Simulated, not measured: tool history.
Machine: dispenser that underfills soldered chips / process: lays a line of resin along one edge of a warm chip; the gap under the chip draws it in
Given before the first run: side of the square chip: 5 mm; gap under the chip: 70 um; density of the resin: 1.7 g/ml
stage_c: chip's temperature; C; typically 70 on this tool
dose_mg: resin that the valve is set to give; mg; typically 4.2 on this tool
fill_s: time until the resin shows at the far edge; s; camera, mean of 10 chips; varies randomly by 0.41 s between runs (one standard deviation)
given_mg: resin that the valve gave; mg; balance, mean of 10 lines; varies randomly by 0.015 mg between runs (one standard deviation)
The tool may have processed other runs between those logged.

{"run": 1, "hour": 0.0, "stage_c": 70, "dose_mg": 4.2, "fill_s": 39.4, "given_mg": 4.05}
{"hour": 4.1, "done": "new syringe of resin"}
{"run": 2, "hour": 12.3, "stage_c": 70, "dose_mg": 4.2, "fill_s": 32.3, "given_mg": 4.08}
{"run": 3, "hour": 19.7, "stage_c": 70, "dose_mg": 4.2, "fill_s": 40.6, "given_mg": 4.05}
{"hour": 23.9, "done": "new syringe of resin"}
{"run": 4, "hour": 30.8, "stage_c": 70, "dose_mg": 5.13, "fill_s": 30.6, "given_mg": 4.91}
{"hour": 43.8, "done": "new syringe of resin"}
{"run": 5, "hour": 43.8, "stage_c": 70, "dose_mg": 4.2, "fill_s": 25.5, "given_mg": 4.02}
{"run": 6, "hour": 50.4, "stage_c": 70, "dose_mg": 4.51, "fill_s": 30.4, "given_mg": 4.3}
{"run": 7, "hour": 58.0, "stage_c": 70, "dose_mg": 4.2, "fill_s": 37.7, "given_mg": 3.99}
{"hour": 63.9, "done": "new syringe of resin"}
{"run": 8, "hour": 67.8, "stage_c": 70, "dose_mg": 4.2, "fill_s": 28.9, "given_mg": 3.98}
{"run": 9, "hour": 80.7, "stage_c": 70, "dose_mg": 4.2, "fill_s": 40.6, "given_mg": 3.95}
{"hour": 83.8, "done": "new syringe of resin"}
{"run": 10, "hour": 88.1, "stage_c": 71, "dose_mg": 4.2, "fill_s": 26.7, "given_mg": 3.97}
{"run": 11, "hour": 95.2, "stage_c": 73, "dose_mg": 3.7, "fill_s": 30.9, "given_mg": 3.49}
{"run": 12, "hour": 102.5, "stage_c": 73, "dose_mg": 3.7, "fill_s": 37.6, "given_mg": 3.49}
{"hour": 103.4, "done": "new syringe of resin"}
{"hour": 112.5, "done": "dispensing valve cleaned and set on the balance"}
{"run": 13, "hour": 113.2, "stage_c": 66, "dose_mg": 3.69, "fill_s": 40.8, "given_mg": 3.68}
{"run": 14, "hour": 121.5, "stage_c": 61, "dose_mg": 4.99, "fill_s": 61.3, "given_mg": 4.97}
{"hour": 124.7, "done": "new syringe of resin"}
{"run": 15, "hour": 135.2, "stage_c": 59, "dose_mg": 5.4, "fill_s": 60, "given_mg": 5.36}
{"hour": 145.1, "done": "new syringe of resin"}
{"run": 16, "hour": 146.3, "stage_c": 59, "dose_mg": 5.4, "fill_s": 45.6, "given_mg": 5.34}
{"run": 17, "hour": 153.8, "stage_c": 74, "dose_mg": 4.2, "fill_s": 26.2, "given_mg": 4.11}
{"run": 18, "hour": 163.7, "stage_c": 74, "dose_mg": 4.2, "fill_s": 32.8, "given_mg": 4.15}
{"hour": 165.4, "done": "new syringe of resin"}
{"run": 19, "hour": 175.1, "stage_c": 74, "dose_mg": 4.2, "fill_s": 26.7, "given_mg": 4.11}
{"hour": 185.3, "done": "new syringe of resin"}
{"run": 20, "hour": 186.9, "stage_c": 82, "dose_mg": 4.2, "fill_s": 14.8, "given_mg": 4.09}

Consider 5 possible next runs. They are alternatives, not a sequence: every one starts from the tool as it was left by run 20. What does each give?
{"run": "A", "hour": 198.7, "stage_c": 64, "dose_mg": 5.07, "fill_s": "?", "given_mg": "?"}
{"run": "B", "hour": 198.7, "stage_c": 82, "dose_mg": 5.36, "fill_s": "?", "given_mg": "?"}
{"run": "C", "hour": 198.7, "stage_c": 78, "dose_mg": 4.72, "fill_s": "?", "given_mg": "?"}
{"run": "D", "hour": 198.7, "stage_c": 75, "dose_mg": 3.74, "fill_s": "?", "given_mg": "?"}
{"run": "E", "hour": 198.7, "stage_c": 57, "dose_mg": 4.51, "fill_s": "?", "given_mg": "?"}

run=A fill_s=46.7 given_mg=4.95
run=B fill_s=19.2 given_mg=5.24
run=C fill_s=23 given_mg=4.59
run=D fill_s=28.2 given_mg=3.64
run=E fill_s=71.2 given_mg=4.4
The same runs, with their run-to-run variation unchanged, on a tool lacking any hidden condition would have given:
run=A fill_s=36.7 given_mg=5.08
run=B fill_s=15 given_mg=5.37
run=C fill_s=17.9 given_mg=4.71
run=D fill_s=21.8 given_mg=3.73
run=E fill_s=56.2 given_mg=4.51
